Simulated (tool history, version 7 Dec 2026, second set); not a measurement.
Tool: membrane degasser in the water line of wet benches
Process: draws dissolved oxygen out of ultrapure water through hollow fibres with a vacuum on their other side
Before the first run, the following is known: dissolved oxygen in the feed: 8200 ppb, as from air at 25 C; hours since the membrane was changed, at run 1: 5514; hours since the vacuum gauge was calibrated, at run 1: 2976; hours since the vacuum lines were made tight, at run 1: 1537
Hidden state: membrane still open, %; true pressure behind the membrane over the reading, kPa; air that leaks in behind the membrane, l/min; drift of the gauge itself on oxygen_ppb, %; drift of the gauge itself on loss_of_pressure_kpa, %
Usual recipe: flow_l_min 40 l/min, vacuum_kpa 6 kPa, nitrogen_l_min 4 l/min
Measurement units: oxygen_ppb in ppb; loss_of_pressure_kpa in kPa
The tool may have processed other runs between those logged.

run	hour	flow_l_min	vacuum_kpa	nitrogen_l_min	hours since the membrane was changed	hours since the vacuum gauge was calibrated	hours since the vacuum lines were made tight	oxygen_ppb	loss_of_pressure_kpa
1	0	40	6	4	5514	2976	1537	156.6	56.99
2	250.8	59	6	4	5765	3227	1788	299.8	83.3
3	531	59	6	4	6045	3507	2068	297	83.44
4	733.5	59	6	4	6248	3710	2270	306.5	84.03
5	891.5	40	6	10.93	6406	3868	2428	114.9	56.65
6	1166	40	6	10.93	6680	4142	2703	117	57.15
# hour 1237.7: vacuum gauge calibrated
7	1305.9	40	6	10.93	6819	68	2842	119.6	56.74
8	1521	40	6	10.93	7035	283	3057	117.7	56.64
9	1754	40	6	10.93	7268	516	3290	120.4	56.81
# hour 1926: vacuum gauge calibrated, once more
10	1946.9	40	6	10.93	7460	21	3483	116.8	56.81
11	2085.2	40	6	10.93	7598	159	3621	118.1	57.19
12	2369.8	40	6	10.93	7883	444	3906	119.3	56.74
13	2534.9	40	6	4	8048	609	4071	158.4	56.73
14	2715.3	41	6	4	8228	789	4251	165.9	58.45
15	3046.7	41	6	4	8560	1121	4583	165.8	58.66
16	3338.4	41	6	4	8851	1412	4874	164	58.36
17	3513.6	33	6	4	9027	1588	5050	115	47.29
18	3776.3	25	8.37	4	9289	1850	5312	106.9	35.97
19	4004.8	25	6.34	2.97	9518	2079	5541	92.1	35.65
20	4260.4	31	13.4	9.73	9773	2334	5796	131.5	44.49
21	4466.5	44	7.07	7.78	9980	2541	6002	173.3	63.47
22	4737.6	27	7.07	7.09	10251	2812	6273	73.7	38.96
23	4983.8	27	7.07	7.09	10497	3058	6520	72.6	39
24	5284.5	40	4.4	4	10798	3359	6820	129.3	57.85
25	5565	45	6	5.09	11078	3639	7101	186.3	64.88
26	5841.7	39	12.63	3.58	11355	3916	7378	333.3	56.68
27	6020.5	39	12.63	3.58	11534	4095	7556	331.6	56.14
# hour 6134.5: vacuum gauge calibrated
28	6338.7	34	7.07	4	11851	204	7874	149.7	49.1
29	6650.8	34	7.07	4	12163	516	8186	145.1	49.26
30	6975.9	34	7.07	4	12488	841	8511	146.2	49.41
31	7294.9	27	9.16	4	12807	1160	8830	137.6	39.1

Measured minus without-hidden-state, run by run (identical run-to-run variation in each term; gauge scatter may differ):
run	oxygen_ppb	loss_of_pressure_kpa
1	+10.9	+1.12
2	+19.9	+1.72
3	+20.9	+1.81
4	+22.4	+1.88
5	+10.5	+1.31
6	+11.3	+1.38
7	+12.6	+1.4
8	+12.8	+1.44
9	+13.4	+1.5
10	+10.9	+1.53
11	+11.4	+1.57
12	+11.9	+1.64
13	+12.5	+1.65
14	+13.6	+1.75
15	+14.5	+1.82
16	+15.1	+1.88
17	+10.8	+1.55
18	+7	+1.21
19	+7.6	+1.24
20	+10.1	+1.58
21	+19.4	+2.3
22	+8.4	+1.44
23	+8.6	+1.49
24	+20	+2.27
25	+23.9	+2.62
26	+21.9	+2.35
27	+22.3	+2.37
28	+14.4	+2.13
29	+14.5	+2.18
30	+15.4	+2.25
31	+11.1	+1.84
